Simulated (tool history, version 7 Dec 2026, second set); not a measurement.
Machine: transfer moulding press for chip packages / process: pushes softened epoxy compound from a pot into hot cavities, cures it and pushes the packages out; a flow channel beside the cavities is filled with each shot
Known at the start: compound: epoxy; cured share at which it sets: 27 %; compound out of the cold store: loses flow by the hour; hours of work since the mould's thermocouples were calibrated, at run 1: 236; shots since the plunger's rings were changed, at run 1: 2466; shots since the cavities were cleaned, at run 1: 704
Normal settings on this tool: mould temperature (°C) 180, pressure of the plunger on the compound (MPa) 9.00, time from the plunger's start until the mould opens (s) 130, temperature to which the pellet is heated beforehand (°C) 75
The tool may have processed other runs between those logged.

run	hour	mould temperature (°C)	pressure of the plunger on the compound (MPa)	time from the plunger's start until the mould opens (s)	temperature to which the pellet is heated beforehand (°C)	hours of work since the mould's thermocouples were calibrated	shots since the plunger's rings were changed	shots since the cavities were cleaned	incoming compound's hours out of the cold store	length that the compound runs in the flow channel (mm)	greatest force on the pins that push the packages out (N)
1	0.0	180	9.00	130	75	236	2466	704	31.7	653	319
# hour 14.9: cavities cleaned with cleaning compound and waxed
2	19.7	180	9.00	130	68	244	2574	29	10.7	702	308
3	44.2	180	9.00	130	68	254	2720	175	27.2	664	308
4	68.6	180	9.00	130	68	264	2866	321	26.9	669	310
5	96.8	180	9.00	130	68	275	3034	489	42.6	634	300
# hour 109.4: plunger's sealing rings changed
6	117.9	180	9.00	130	68	283	51	600	24.2	681	297
7	134.8	180	9.00	130	68	290	152	701	13.3	704	322
8	147.6	180	9.00	130	75	295	228	777	19.9	682	301
# hour 150.5: cavities cleaned with cleaning compound and waxed
9	177.6	180	9.00	130	75	307	398	162	25.1	675	303
10	193.9	180	9.00	130	75	313	495	259	41.2	633	307
11	212.5	180	9.00	130	75	321	606	370	13.4	693	303
12	242.4	179	9.00	130	75	333	785	549	25.5	676	318
13	272.7	180	9.00	130	75	346	965	729	18.2	691	325
# hour 284.0: cavities cleaned with cleaning compound and waxed
14	291.4	180	9.00	130	75	353	1068	44	20.1	681	313
15	312.2	183	9.00	130	85	361	1192	168	45.7	618	294
16	337.1	185	7.68	138	71	371	1341	317	26.5	605	288

Run 17 comes next. What will it give?
17	366.4	180	7.84	130	75	383	1515	491	29.2	?	?

{"run 17": {"length that the compound runs in the flow channel (mm)": 622, "greatest force on the pins that push the packages out (N)": 309}}
The same run, on a tool lacking any hidden state, would have yielded length that the compound runs in the flow channel (mm) 622, greatest force on the pins that push the packages out (N) 306.

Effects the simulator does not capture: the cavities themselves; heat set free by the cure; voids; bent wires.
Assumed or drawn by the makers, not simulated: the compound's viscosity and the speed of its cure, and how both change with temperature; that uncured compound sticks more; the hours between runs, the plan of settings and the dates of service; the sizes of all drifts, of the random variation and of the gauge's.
